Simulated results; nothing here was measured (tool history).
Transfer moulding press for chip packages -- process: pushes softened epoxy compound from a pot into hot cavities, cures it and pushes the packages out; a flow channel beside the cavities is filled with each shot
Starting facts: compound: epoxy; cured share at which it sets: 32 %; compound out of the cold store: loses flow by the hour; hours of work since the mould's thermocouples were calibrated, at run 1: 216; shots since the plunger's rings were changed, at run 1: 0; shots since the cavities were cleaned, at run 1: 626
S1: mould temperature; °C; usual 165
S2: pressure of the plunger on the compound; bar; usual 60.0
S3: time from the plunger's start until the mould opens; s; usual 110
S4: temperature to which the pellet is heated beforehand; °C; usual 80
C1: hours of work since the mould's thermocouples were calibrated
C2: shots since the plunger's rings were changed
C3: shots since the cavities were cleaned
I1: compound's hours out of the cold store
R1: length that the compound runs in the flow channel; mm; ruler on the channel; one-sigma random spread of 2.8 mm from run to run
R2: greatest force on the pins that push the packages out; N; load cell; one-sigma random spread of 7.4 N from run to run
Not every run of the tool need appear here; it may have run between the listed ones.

run   hour   S1    S2   S3  S4   C1    C2   C3    I1   R1   R2
  1    0.0  165  60.0  110  80  216     0  626  39.8  750  511
      56.5  -- cavities cleaned with cleaning compound and waxed
  2   64.2  165  60.0  110  80  244   480   59  26.0  793  352
  3  129.9  165  60.0  110  87  273   984  563  47.7  714  504
  4  182.7  165  60.0  110  87  297  1388  967  24.5  790  576
     195.6  -- cavities cleaned with cleaning compound and waxed
  5  263.5  165  60.0  110  87  332  1996  520  11.3  819  529
  6  302.3  165  60.0  110  87  350  2294  818  11.2  825  585
     331.5  -- cavities cleaned with cleaning compound and waxed
  7  379.6  169  51.2  102  84  383  2874  368  34.9  671  460
  8  413.5  169  51.2  102  84  399  3134  628  32.3  680  519
  9  453.1  169  51.2  102  84  416  3438  932  38.8  657  528
     470.6  -- cavities cleaned with cleaning compound and waxed
 10  502.9  168  63.5  110  80  438  3808  248  22.5  785  414
 11  577.0  165  60.0  110  89  471  4376  816  40.3  709  563
     602.0  -- plunger's sealing rings changed
     608.2  -- cavities cleaned with cleaning compound and waxed
 12  659.2  165  60.0  110  89  506   427  391  13.2  840  523

What if the next run were any one of these 5? Each begins from the tool's condition after run 12:
  A  693.6  165  60.0   92  88  521  691  655  24.2   ?   ?
  B  693.6  168  60.0  110  80  521  691  655  12.7   ?   ?
  C  693.6  165  48.2  115  80  521  691  655  46.8   ?   ?
  D  693.6  165  60.0  104  80  521  691  655  47.3   ?   ?
  E  693.6  164  60.0   92  89  521  691  655  12.2   ?   ?

run   R1   R2
  A  797  756
  B  826  516
  C  652  524
  D  724  582
  E  848  837
Take away the tool's hidden state, keep each run's random variation, and the runs would have read:
run   R1   R2
  A  802  408
  B  831  290
  C  656  289
  D  729  321
  E  853  446
